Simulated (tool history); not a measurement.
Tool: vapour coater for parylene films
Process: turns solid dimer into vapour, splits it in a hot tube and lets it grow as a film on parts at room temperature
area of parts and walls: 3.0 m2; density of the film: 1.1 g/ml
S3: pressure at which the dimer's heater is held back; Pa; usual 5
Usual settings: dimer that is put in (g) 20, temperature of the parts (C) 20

{"run": 1, "hour": 0.0, "dimer that is put in (g)": 20, "temperature of the parts (C)": 20, "S3": 5, "thickness of the film (µm)": 3.27}
{"hour": 26.4, "done": "trap's valve overhauled"}
{"run": 2, "hour": 55.0, "dimer that is put in (g)": 20, "temperature of the parts (C)": 20, "S3": 5, "thickness of the film (µm)": 3.46}
{"run": 3, "hour": 89.1, "dimer that is put in (g)": 20, "temperature of the parts (C)": 20, "S3": 5, "thickness of the film (µm)": 3.41}
{"run": 4, "hour": 142.6, "dimer that is put in (g)": 20, "temperature of the parts (C)": 20, "S3": 5, "thickness of the film (µm)": 3.38}
{"run": 5, "hour": 179.7, "dimer that is put in (g)": 20, "temperature of the parts (C)": 20, "S3": 5, "thickness of the film (µm)": 3.34}
{"run": 6, "hour": 220.7, "dimer that is put in (g)": 20, "temperature of the parts (C)": 20, "S3": 5, "thickness of the film (µm)": 3.33}
{"run": 7, "hour": 281.1, "dimer that is put in (g)": 20, "temperature of the parts (C)": 20, "S3": 5, "thickness of the film (µm)": 3.28}
{"hour": 313.2, "done": "trap's valve overhauled"}
{"run": 8, "hour": 356.6, "dimer that is put in (g)": 20, "temperature of the parts (C)": 20, "S3": 5, "thickness of the film (µm)": 3.44}
{"run": 9, "hour": 410.6, "dimer that is put in (g)": 20, "temperature of the parts (C)": 20, "S3": 5, "thickness of the film (µm)": 3.4}
{"run": 10, "hour": 480.8, "dimer that is put in (g)": 25, "temperature of the parts (C)": 14, "S3": 4.77, "thickness of the film (µm)": 5.15}
{"run": 11, "hour": 534.0, "dimer that is put in (g)": 19, "temperature of the parts (C)": 14, "S3": 6.15, "thickness of the film (µm)": 3.66}
{"hour": 597.9, "done": "trap's valve overhauled"}
{"run": 12, "hour": 612.0, "dimer that is put in (g)": 10, "temperature of the parts (C)": 27, "S3": 5.27, "thickness of the film (µm)": 1.35}
{"run": 13, "hour": 644.8, "dimer that is put in (g)": 10, "temperature of the parts (C)": 27, "S3": 5.27, "thickness of the film (µm)": 1.34}
{"run": 14, "hour": 687.9, "dimer that is put in (g)": 20, "temperature of the parts (C)": 30, "S3": 2.8, "thickness of the film (µm)": 2.69}
{"run": 15, "hour": 719.3, "dimer that is put in (g)": 10, "temperature of the parts (C)": 25, "S3": 3.58, "thickness of the film (µm)": 1.52}

Forecast each of these 5 alternatives for the next run:
{"hour": 724.7, "done": "table's thermometer calibrated"}
{"run": "A", "hour": 751.4, "dimer that is put in (g)": 18, "temperature of the parts (C)": 25, "S3": 3.58, "thickness of the film (µm)": "?"}
{"hour": 724.7, "done": "table's thermometer calibrated"}
{"run": "B", "hour": 751.4, "dimer that is put in (g)": 18, "temperature of the parts (C)": 15, "S3": 3.26, "thickness of the film (µm)": "?"}
{"hour": 724.7, "done": "table's thermometer calibrated"}
{"run": "C", "hour": 751.4, "dimer that is put in (g)": 10, "temperature of the parts (C)": 25, "S3": 2.51, "thickness of the film (µm)": "?"}
{"hour": 724.7, "done": "table's thermometer calibrated"}
{"run": "D", "hour": 751.4, "dimer that is put in (g)": 13, "temperature of the parts (C)": 14, "S3": 8.33, "thickness of the film (µm)": "?"}
{"hour": 724.7, "done": "table's thermometer calibrated"}
{"run": "E", "hour": 751.4, "dimer that is put in (g)": 19, "temperature of the parts (C)": 25, "S3": 4.5, "thickness of the film (µm)": "?"}

run=A thickness_of_the_film_(µm)=2.78
run=B thickness_of_the_film_(µm)=3.92
run=C thickness_of_the_film_(µm)=1.64
run=D thickness_of_the_film_(µm)=2.47
run=E thickness_of_the_film_(µm)=2.78
Without the tool's hidden state the same runs would have given:
run=A thickness_of_the_film_(µm)=2.89
run=B thickness_of_the_film_(µm)=4.08
run=C thickness_of_the_film_(µm)=1.71
run=D thickness_of_the_film_(µm)=2.57
run=E thickness_of_the_film_(µm)=2.89

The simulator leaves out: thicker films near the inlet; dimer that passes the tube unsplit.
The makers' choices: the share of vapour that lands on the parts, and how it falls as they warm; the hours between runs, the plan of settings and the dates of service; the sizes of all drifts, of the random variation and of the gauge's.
